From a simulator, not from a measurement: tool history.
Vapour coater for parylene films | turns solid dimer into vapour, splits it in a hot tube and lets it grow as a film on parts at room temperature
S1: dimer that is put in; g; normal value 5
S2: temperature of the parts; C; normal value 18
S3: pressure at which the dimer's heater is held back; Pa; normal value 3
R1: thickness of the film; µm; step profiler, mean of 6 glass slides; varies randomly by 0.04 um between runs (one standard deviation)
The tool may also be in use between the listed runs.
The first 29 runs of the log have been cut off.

run,hour,S1,S2,S3,R1
30,349,5,11,3,5.44
31,362.3,5,10,3,5.54
32,380.2,5,10,3,5.56
33,393.4,5,25,2.55,3.55
34,410.3,3,15,3,2.79
35,428.1,3,15,3,2.83
36,437,5,12,3,5.11
37,450.2,5,12,3,5.19
38,459.9,3,18,6.54,2.15
39,473.4,3,18,6.54,2.16
40,485.6,4,22,11.78,2.22
41,496,4,20,11.5,2.39
42,504.3,5,19,3.17,4.13
43,515.7,2,22,5.52,1.3
44,524.4,3,15,11.65,2.12
45,534.2,3,15,11.65,2.12
46,542.2,7,15,4.51,6.11
# hour 546: table's thermometer calibrated
47,558.1,5,21,3.46,3.71

What if the next run were any one of these 3? Each begins from the tool's condition after run 47:
A,570.5,5,12,9.41,?
B,570.5,5,10,3,?
C,570.5,5,23,3,?

run,R1
A,4.1
B,5.54
C,3.68
Take away the tool's hidden state, keep each run's random variation, and the runs would have read:
run,R1
A,4.11
B,5.56
C,3.7
